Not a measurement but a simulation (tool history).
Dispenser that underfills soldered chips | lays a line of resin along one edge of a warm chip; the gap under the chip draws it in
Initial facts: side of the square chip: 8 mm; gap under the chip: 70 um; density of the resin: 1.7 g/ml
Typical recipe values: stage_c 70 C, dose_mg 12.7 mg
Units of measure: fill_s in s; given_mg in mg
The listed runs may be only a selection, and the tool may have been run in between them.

{"run": 1, "hour": 0.0, "stage_c": 70, "dose_mg": 12.7, "fill_s": 68.0, "given_mg": 12.23}
{"hour": 4.0, "done": "new syringe of resin"}
{"run": 2, "hour": 7.6, "stage_c": 70, "dose_mg": 12.7, "fill_s": 62.1, "given_mg": 12.31}
{"run": 3, "hour": 14.8, "stage_c": 70, "dose_mg": 12.7, "fill_s": 77.5, "given_mg": 12.29}
{"hour": 15.7, "done": "new syringe of resin"}
{"run": 4, "hour": 18.7, "stage_c": 70, "dose_mg": 16.1, "fill_s": 59.3, "given_mg": 15.44}
{"run": 5, "hour": 24.1, "stage_c": 70, "dose_mg": 12.7, "fill_s": 73.1, "given_mg": 12.09}
{"hour": 27.2, "done": "new syringe of resin"}
{"run": 6, "hour": 30.6, "stage_c": 70, "dose_mg": 12.7, "fill_s": 60.8, "given_mg": 12.13}
{"run": 7, "hour": 37.4, "stage_c": 70, "dose_mg": 15.5, "fill_s": 73.4, "given_mg": 14.52}
{"hour": 38.8, "done": "new syringe of resin"}
{"run": 8, "hour": 43.4, "stage_c": 70, "dose_mg": 15.5, "fill_s": 61.9, "given_mg": 14.74}
{"run": 9, "hour": 49.7, "stage_c": 70, "dose_mg": 15.5, "fill_s": 75.9, "given_mg": 14.73}
{"hour": 50.3, "done": "new syringe of resin"}
{"run": 10, "hour": 55.7, "stage_c": 70, "dose_mg": 15.5, "fill_s": 64.1, "given_mg": 14.42}
{"hour": 60.2, "done": "dispensing valve cleaned and set on the balance"}
{"hour": 62.7, "done": "new syringe of resin"}
{"run": 11, "hour": 63.4, "stage_c": 70, "dose_mg": 15.5, "fill_s": 53.8, "given_mg": 15.52}
{"run": 12, "hour": 68.4, "stage_c": 70, "dose_mg": 12.7, "fill_s": 65.1, "given_mg": 12.61}
{"run": 13, "hour": 71.5, "stage_c": 70, "dose_mg": 12.7, "fill_s": 71.6, "given_mg": 12.64}
{"hour": 74.2, "done": "new syringe of resin"}
{"run": 14, "hour": 76.3, "stage_c": 70, "dose_mg": 12.7, "fill_s": 56.4, "given_mg": 12.67}
{"run": 15, "hour": 82.6, "stage_c": 57, "dose_mg": 12.7, "fill_s": 109.1, "given_mg": 12.66}
{"hour": 85.9, "done": "new syringe of resin"}
{"run": 16, "hour": 86.6, "stage_c": 57, "dose_mg": 12.7, "fill_s": 88.9, "given_mg": 12.79}
{"run": 17, "hour": 90.8, "stage_c": 65, "dose_mg": 15.0, "fill_s": 75.7, "given_mg": 14.82}
{"run": 18, "hour": 94.7, "stage_c": 65, "dose_mg": 15.0, "fill_s": 84.5, "given_mg": 14.89}
{"hour": 97.7, "done": "new syringe of resin"}
{"run": 19, "hour": 99.9, "stage_c": 65, "dose_mg": 15.0, "fill_s": 67.9, "given_mg": 14.87}
{"run": 20, "hour": 106.1, "stage_c": 65, "dose_mg": 15.0, "fill_s": 85.5, "given_mg": 14.95}
{"hour": 109.1, "done": "new syringe of resin"}
{"run": 21, "hour": 110.9, "stage_c": 59, "dose_mg": 11.8, "fill_s": 83.2, "given_mg": 11.69}
{"run": 22, "hour": 117.8, "stage_c": 59, "dose_mg": 11.8, "fill_s": 104.9, "given_mg": 11.61}
{"hour": 120.6, "done": "new syringe of resin"}
{"run": 23, "hour": 122.8, "stage_c": 71, "dose_mg": 12.7, "fill_s": 56.0, "given_mg": 12.5}
{"run": 24, "hour": 129.9, "stage_c": 57, "dose_mg": 13.3, "fill_s": 112.6, "given_mg": 13.14}
{"hour": 132.3, "done": "new syringe of resin"}
{"run": 25, "hour": 134.7, "stage_c": 62, "dose_mg": 12.2, "fill_s": 76.0, "given_mg": 11.92}
{"run": 26, "hour": 140.6, "stage_c": 62, "dose_mg": 12.2, "fill_s": 90.4, "given_mg": 12.0}
{"hour": 144.0, "done": "new syringe of resin"}
{"run": 27, "hour": 146.0, "stage_c": 62, "dose_mg": 12.2, "fill_s": 73.8, "given_mg": 11.9}
{"run": 28, "hour": 150.5, "stage_c": 57, "dose_mg": 14.9, "fill_s": 102.0, "given_mg": 14.53}
{"hour": 155.3, "done": "new syringe of resin"}
{"run": 29, "hour": 158.0, "stage_c": 83, "dose_mg": 13.5, "fill_s": 39.0, "given_mg": 13.12}
{"run": 30, "hour": 164.0, "stage_c": 66, "dose_mg": 11.1, "fill_s": 83.1, "given_mg": 10.71}
{"hour": 166.9, "done": "new syringe of resin"}
{"run": 31, "hour": 168.2, "stage_c": 61, "dose_mg": 16.2, "fill_s": 74.0, "given_mg": 15.77}
{"run": 32, "hour": 171.2, "stage_c": 74, "dose_mg": 12.7, "fill_s": 54.0, "given_mg": 12.29}

Consider 3 possible next runs. They are alternatives, not a sequence: every one starts from the tool as it was left by run 32. What does each give?
{"run": "A", "hour": 175.7, "stage_c": 68, "dose_mg": 12.3, "fill_s": "?", "given_mg": "?"}
{"run": "B", "hour": 175.7, "stage_c": 66, "dose_mg": 16.2, "fill_s": "?", "given_mg": "?"}
{"run": "C", "hour": 175.7, "stage_c": 69, "dose_mg": 15.6, "fill_s": "?", "given_mg": "?"}

run=A fill_s=77.1 given_mg=12.07
run=B fill_s=80.3 given_mg=15.84
run=C fill_s=72.8 given_mg=15.17
With the hidden condition removed and each run's random variation left untouched, the same runs would have given:
run=A fill_s=60.1 given_mg=12.41
run=B fill_s=62.8 given_mg=16.28
run=C fill_s=56.9 given_mg=15.59
